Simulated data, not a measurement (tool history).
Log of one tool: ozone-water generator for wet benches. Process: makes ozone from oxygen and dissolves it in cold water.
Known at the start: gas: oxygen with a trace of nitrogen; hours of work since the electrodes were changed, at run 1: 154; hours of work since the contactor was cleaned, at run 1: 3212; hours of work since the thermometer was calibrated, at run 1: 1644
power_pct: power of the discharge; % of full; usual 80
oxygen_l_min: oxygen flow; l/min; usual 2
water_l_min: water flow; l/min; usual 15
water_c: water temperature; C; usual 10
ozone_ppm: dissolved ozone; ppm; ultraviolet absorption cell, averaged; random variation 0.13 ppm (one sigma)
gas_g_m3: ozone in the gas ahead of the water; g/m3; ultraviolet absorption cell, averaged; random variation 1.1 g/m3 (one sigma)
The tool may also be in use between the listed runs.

run,hour,power_pct,oxygen_l_min,water_l_min,water_c,hours of work since the electrodes were changed,hours of work since the contactor was cleaned,hours of work since the thermometer was calibrated,ozone_ppm,gas_g_m3
1,0,80,2,15,10,154,3212,1644,12.9,195.6
2,35.8,80,1.12,15,10,186,3244,1676,10.6,255.3
3,62.5,42,1.12,15,10,210,3268,1699,7.2,170
4,99.7,42,1.12,15,10,243,3301,1732,7.1,168.7
5,131.4,42,1.12,15,10,272,3329,1761,6.9,169.6
6,158.4,42,1.12,15,10,296,3353,1785,7.1,168
7,186.7,42,1.12,15,10,321,3379,1810,7,168.4
8,223.2,42,1.12,15,10,354,3411,1843,6.8,168.6
9,254.4,50,2,15,10,381,3439,1871,9.5,143
10,283.7,50,2,15,10,408,3465,1897,9.4,143.3
11,312.3,50,2,15,10,433,3491,1922,9.6,144.1
12,338.4,50,2,15,10,456,3514,1945,9.2,145.1
13,360.5,50,2,15,10,476,3534,1965,9.5,144.4
14,396.9,50,2,15,10,509,3566,1998,9.4,144.6
15,414.6,50,2,15,10,524,3582,2014,9.3,143.6
16,432,80,2,15,11,540,3598,2029,12.7,193.3
17,465.1,80,2,15,11,569,3627,2059,12.7,192.3
18,485.8,54,2.5,12,10,588,3646,2077,12.5,136.6
19,522.3,78,2.5,16,10,621,3678,2110,12.5,172.7
20,547.1,78,2.5,16,11,643,3700,2132,12.3,172
21,580.3,76,2.5,17,11,672,3730,2161,11.5,166.4
22,602.2,76,2.5,17,11,692,3749,2181,11.3,167.1
23,633.5,76,2.5,17,11,720,3777,2209,11.4,167.7
24,669.6,80,1.13,15,8,752,3809,2241,10.6,250.8
25,702.8,94,2,10,10,782,3839,2271,19.6,213.3
26,733.1,80,2,15,14,809,3866,2298,12.4,190.7
27,766.3,80,1.02,15,14,838,3896,2327,9.9,261.8
28,797.3,77,1.21,15,10,866,3923,2355,10.6,237.3
29,816.6,77,1.21,15,10,883,3941,2372,10.5,235.7
30,839.6,80,2,16,5,904,3961,2393,12.1,189.9
31,858.9,99,2.94,15,10,921,3978,2410,15.7,181.8
32,881.7,99,1.94,15,10,941,3999,2430,14.2,221.3
33,913.3,46,1.1,21,6,969,4027,2459,5.2,179.2

Measured less the same run without the tool's hidden state. The same run-to-run variation is in both; the gauge's scatter may not be:
The hidden state here: yield of the discharge, % of new electrodes'; contactor's efficiency, % of a clean one's; true water temperature over the reading, C; drift of the gauge itself on ozone_ppm, %; drift of the gauge itself on gas_g_m3, %.
run,ozone_ppm,gas_g_m3
1,-0.5,-1.3
2,-0.5,-1.9
3,-0.2,-0.8
4,-0.3,-0.9
5,-0.3,-1
6,-0.3,-1
7,-0.3,-1.1
8,-0.3,-1.2
9,-0.4,-1.3
10,-0.5,-1.3
11,-0.5,-1.4
12,-0.5,-1.5
13,-0.4,-1.6
14,-0.4,-1.6
15,-0.4,-1.6
16,-0.7,-3.1
17,-0.8,-3.2
18,-0.7,-1.8
19,-0.8,-3.1
20,-0.7,-3.1
21,-0.7,-3.2
22,-0.7,-3.3
23,-0.7,-3.3
24,-0.7,-5.4
25,-1.3,-5.3
26,-0.7,-4.4
27,-0.6,-6.2
28,-0.7,-5.7
29,-0.7,-5.7
30,-0.8,-4.8
31,-1.2,-5.3
32,-1.1,-6.6
33,-0.3,-3.3
